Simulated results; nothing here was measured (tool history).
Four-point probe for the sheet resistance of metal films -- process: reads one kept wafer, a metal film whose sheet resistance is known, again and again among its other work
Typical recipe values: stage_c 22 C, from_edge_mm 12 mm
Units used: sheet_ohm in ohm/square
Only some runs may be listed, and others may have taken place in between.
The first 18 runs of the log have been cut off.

run	day	stage_c	from_edge_mm	touches since the probe head was changed	hours of work since the stage's thermometer was calibrated	sheet_ohm
19	39.079	31	12	161773	1842	4.507263
20	41.992	31	12	164938	1878	4.511641
21	43.388	31	12	166457	1896	4.510339
22	45.867	31	12	169155	1926	4.510658
23	48.271	20	12	171767	1956	4.558770
24	50.488	20	22	174178	1984	4.548788
25	52.350	22	7	176203	2007	4.583818
26	54.767	22	51	178835	2037	4.536989
27	56.325	24	18	180529	2056	4.532892
28	57.654	24	14	181975	2072	4.540697
29	59.438	33	12	183915	2095	4.505213
30	62.367	33	12	187097	2131	4.506686
31	64.567	33	12	189489	2158	4.508152
32	67.142	20	7	192293	2190	4.597740

Run 33 has not been measured yet. What should we expect?
33	69.333	20	7	194677	2217	?

Run 33 produced sheet_ohm 4.598819 ohm/square.
On a tool with no hidden condition, and with the same random variation, this run would have come out at sheet_ohm 4.555926 ohm/square.
